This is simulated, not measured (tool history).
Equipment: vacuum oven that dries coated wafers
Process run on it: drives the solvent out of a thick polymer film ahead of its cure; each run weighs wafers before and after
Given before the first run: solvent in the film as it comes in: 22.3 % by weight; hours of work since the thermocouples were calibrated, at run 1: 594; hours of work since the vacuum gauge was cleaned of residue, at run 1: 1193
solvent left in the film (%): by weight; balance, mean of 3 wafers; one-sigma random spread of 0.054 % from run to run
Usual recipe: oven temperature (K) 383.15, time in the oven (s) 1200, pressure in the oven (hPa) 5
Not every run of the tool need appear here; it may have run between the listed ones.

| run | hour | oven temperature (K) | time in the oven (s) | pressure in the oven (hPa) | hours of work since the thermocouples were calibrated | hours of work since the vacuum gauge was cleaned of residue | solvent left in the film (%) |
|---|---|---|---|---|---|---|---|
| 1 | 0 | 383.15 | 1200 | 5 | 594 | 1193 | 1.99 |
| 2 | 51.4 | 383.15 | 1200 | 5 | 629 | 1228 | 1.98 |
| 3 | 99.6 | 383.15 | 1200 | 5 | 662 | 1261 | 2.03 |
| 4 | 137.3 | 383.15 | 1200 | 5 | 687 | 1287 | 2.08 |
| 5 | 179.1 | 383.15 | 1200 | 5 | 716 | 1315 | 2.06 |
| 6 | 232.7 | 383.15 | 1200 | 8.65 | 752 | 1351 | 2.33 |
| 7 | 277.9 | 383.15 | 1200 | 10.73 | 783 | 1382 | 2.47 |
| 8 | 334.8 | 383.15 | 1200 | 10.73 | 822 | 1421 | 2.52 |
| 9 | 377.8 | 383.15 | 1200 | 10.73 | 851 | 1450 | 2.6 |
| 10 | 402.6 | 383.15 | 1200 | 5 | 868 | 1467 | 2.08 |
| 11 | 429.3 | 383.15 | 1200 | 5 | 886 | 1485 | 2.07 |
| 12 | 473.2 | 383.15 | 1200 | 5 | 916 | 1515 | 1.99 |
| 13 | 519.3 | 383.15 | 1200 | 5 | 947 | 1546 | 2.01 |
| 14 | 576.1 | 383.15 | 1200 | 5 | 986 | 1585 | 2.02 |
| 15 | 632.4 | 380.15 | 1200 | 3.64 | 1024 | 1623 | 2.45 |
| 16 | 670.8 | 376.15 | 1080 | 9.16 | 1050 | 1649 | 4.34 |
| 17 | 723.6 | 396.15 | 1740 | 19.17 | 1086 | 1685 | 1.46 |
| 18 | 759.3 | 383.15 | 1200 | 8.28 | 1110 | 1709 | 2.41 |
| 19 | 800.8 | 382.15 | 1200 | 12.88 | 1138 | 1738 | 2.94 |
| 20 | 827.5 | 382.15 | 1200 | 12.88 | 1157 | 1756 | 2.91 |

What if the next run were any one of these 5? Each begins from the tool's condition after run 20:
| A | 861.1 | 382.15 | 1680 | 7.98 | 1179 | 1779 | ? |
| B | 861.1 | 382.15 | 2160 | 12.88 | 1179 | 1779 | ? |
| C | 861.1 | 376.15 | 720 | 12.88 | 1179 | 1779 | ? |
| D | 861.1 | 383.15 | 1440 | 9.93 | 1179 | 1779 | ? |
| E | 861.1 | 387.15 | 1200 | 13.99 | 1179 | 1779 | ? |

| run | solvent left in the film (%) |
|---|---|
| A | 1.58 |
| B | 1.71 |
| C | 6.85 |
| D | 1.87 |
| E | 2.11 |
The same runs, with their run-to-run variation unchanged, on a tool lacking any hidden condition would have given:
| run | solvent left in the film (%) |
|---|---|
| A | 1.48 |
| B | 1.52 |
| C | 7.32 |
| D | 1.86 |
| E | 2.16 |
